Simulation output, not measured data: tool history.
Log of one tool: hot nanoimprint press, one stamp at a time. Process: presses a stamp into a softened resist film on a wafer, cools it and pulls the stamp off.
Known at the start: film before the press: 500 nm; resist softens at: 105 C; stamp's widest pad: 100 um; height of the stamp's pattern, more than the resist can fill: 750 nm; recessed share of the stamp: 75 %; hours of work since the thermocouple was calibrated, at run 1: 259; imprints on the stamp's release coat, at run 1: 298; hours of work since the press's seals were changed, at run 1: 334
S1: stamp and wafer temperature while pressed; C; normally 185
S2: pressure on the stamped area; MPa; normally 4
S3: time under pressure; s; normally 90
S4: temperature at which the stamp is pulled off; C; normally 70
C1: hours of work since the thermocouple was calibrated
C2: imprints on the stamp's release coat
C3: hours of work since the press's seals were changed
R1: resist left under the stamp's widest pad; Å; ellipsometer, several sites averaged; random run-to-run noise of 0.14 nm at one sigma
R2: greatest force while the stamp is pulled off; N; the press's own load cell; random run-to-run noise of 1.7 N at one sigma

run     day   S1    S2  S3  S4   C1   C2   C3    R1   R2
  1       0  185     4  90  70  259  298  334  2115  152
  2   0.304  185     4  90  70  263  311  338  2111  154
  3   0.658  185     4  90  70  267  326  343  2109  148
  4   0.992  185     4  64  70  272  340  348  2387  154
  5     1.3  185     4  64  70  276  353  352  2387  149
  6   1.796  185     4  64  70  283  373  359  2386  151
  7   2.221  185     4  64  70  289  391  364  2383  151
  8    2.55  185     4  64  70  293  405  369  2382  152
      2.829  -- plate thermocouple calibrated
  9   3.342  185  5.14  90  70    7  433  378  1852  152
 10   3.858  185  5.14  90  70   14  454  385  1851  151
 11   4.412  185     4  90  70   21  477  392  2097  151
 12   4.733  185  3.77  90  70   26  491  397  2155  153
 13   5.079  185  3.77  90  70   30  505  401  2156  153
 14     5.6  185     4  90  77   37  527  408  2096  120
 15   5.996  185     4  90  63   43  544  414  2092  178
 16   6.617  185  4.83  90  69   51  570  422  1902  156
 17   6.917  177  3.35  90  57   55  582  426  2948  207
 18   7.492  173  4.36  90  65   63  606  434  3012  172
      7.542  -- gauge calibrated
 19   8.171  174  3.41  94  57   72  635  443  3203  205
 20   8.729  174  3.41  94  57   80  658  450  3197  204
 21   9.238  182  4.53  47  74   86  679  457  2759  134
 22   9.888  182  2.81  90  70   95  706  466  2738  153
 23  10.262  182  2.81  90  70  100  722  471  2731  149
 24  10.704  191  5.44  53  72  106  740  477  1796  143
 25  11.092  191  5.44  47  72  111  757  482  1882  143
 26  11.408  192  6.39  90  75  116  770  487  1283  131
 27   11.75  192  6.39  90  60  120  784  491  1286  194
 28  12.142  180  3.17  54  78  126  801  496  3212  120
 29  12.825  176     4  90  70  135  829  506  2839  153
 30  13.483  176     4  90  70  144  857  515  2838  150

Pick out some run-to-run changes in R1. Of each, how much would a tool without hidden state show as well, from the settings, what came in and chance, and how much is left for the hidden state and any gauge scatter not in both results compared?
Hidden state present: true temperature over the reading, C; pressure that arrives at the usual setting, %; grip of the stamp's worn release coat, % over a new coat's; drift of the gauge itself on residual_nm, %; drift of the gauge itself on pull_off_n, %.
Run 16 -> 17: S1 185 -> 177, S2 4.83 -> 3.35, S4 69 -> 57. R1 +1046 Å: hidden state -14, all else +1060.
Run 18 -> 19: S1 173 -> 174, S2 4.36 -> 3.41, S3 90 -> 94, S4 65 -> 57, gauge calibrated. R1 +191 Å: hidden state +36, all else +155.
Run 23 -> 24: S1 182 -> 191, S2 2.81 -> 5.44, S3 90 -> 53, S4 70 -> 72. R1 -935 Å: hidden state +3, all else -938.
Run 27 -> 28: S1 192 -> 180, S2 6.39 -> 3.17, S3 90 -> 54, S4 60 -> 78. R1 +1926 Å: hidden state -17, all else +1943.

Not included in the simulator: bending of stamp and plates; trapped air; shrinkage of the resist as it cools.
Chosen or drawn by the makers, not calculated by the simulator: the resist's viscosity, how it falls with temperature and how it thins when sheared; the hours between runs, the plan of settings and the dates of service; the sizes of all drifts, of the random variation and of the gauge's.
